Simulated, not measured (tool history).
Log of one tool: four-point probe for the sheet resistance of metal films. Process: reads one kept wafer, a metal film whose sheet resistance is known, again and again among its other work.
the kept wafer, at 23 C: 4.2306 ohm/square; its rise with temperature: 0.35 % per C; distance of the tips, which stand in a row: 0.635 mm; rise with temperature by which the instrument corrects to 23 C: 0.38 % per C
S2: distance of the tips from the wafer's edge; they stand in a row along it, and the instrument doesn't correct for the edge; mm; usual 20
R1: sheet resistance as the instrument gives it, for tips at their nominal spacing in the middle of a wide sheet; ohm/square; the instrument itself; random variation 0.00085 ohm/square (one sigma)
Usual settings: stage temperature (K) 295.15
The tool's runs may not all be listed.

{"run": 1, "day": 0.0, "stage temperature (K)": 295.15, "S2": 20, "R1": 4.231503}
{"run": 2, "day": 3.804, "stage temperature (K)": 295.15, "S2": 20, "R1": 4.229959}
{"run": 3, "day": 7.112, "stage temperature (K)": 295.15, "S2": 20, "R1": 4.227525}
{"run": 4, "day": 11.712, "stage temperature (K)": 295.15, "S2": 20, "R1": 4.225528}
{"run": 5, "day": 13.917, "stage temperature (K)": 295.15, "S2": 20, "R1": 4.225671}
{"run": 6, "day": 16.442, "stage temperature (K)": 295.15, "S2": 20, "R1": 4.223951}
{"run": 7, "day": 19.879, "stage temperature (K)": 293.15, "S2": 32, "R1": 4.224897}
{"day": 22.179, "done": "stage's thermometer calibrated"}
{"run": 8, "day": 22.325, "stage temperature (K)": 291.15, "S2": 7, "R1": 4.253281}
{"run": 9, "day": 26.042, "stage temperature (K)": 295.15, "S2": 11, "R1": 4.237694}
{"run": 10, "day": 28.896, "stage temperature (K)": 295.15, "S2": 11, "R1": 4.235233}

Forecast each of these 4 alternatives for the next run:
{"run": "A", "day": 32.992, "stage temperature (K)": 304.15, "S2": 20, "R1": "?"}
{"run": "B", "day": 32.992, "stage temperature (K)": 306.15, "S2": 11, "R1": "?"}
{"run": "C", "day": 32.992, "stage temperature (K)": 301.15, "S2": 5, "R1": "?"}
{"run": "D", "day": 32.992, "stage temperature (K)": 306.15, "S2": 4, "R1": "?"}

run=A R1=4.214231
run=B R1=4.217484
run=C R1=4.253491
run=D R1=4.265096
Without the tool's hidden state the same runs would have given:
run=A R1=4.220491
run=B R1=4.223745
run=C R1=4.259809
run=D R1=4.271423
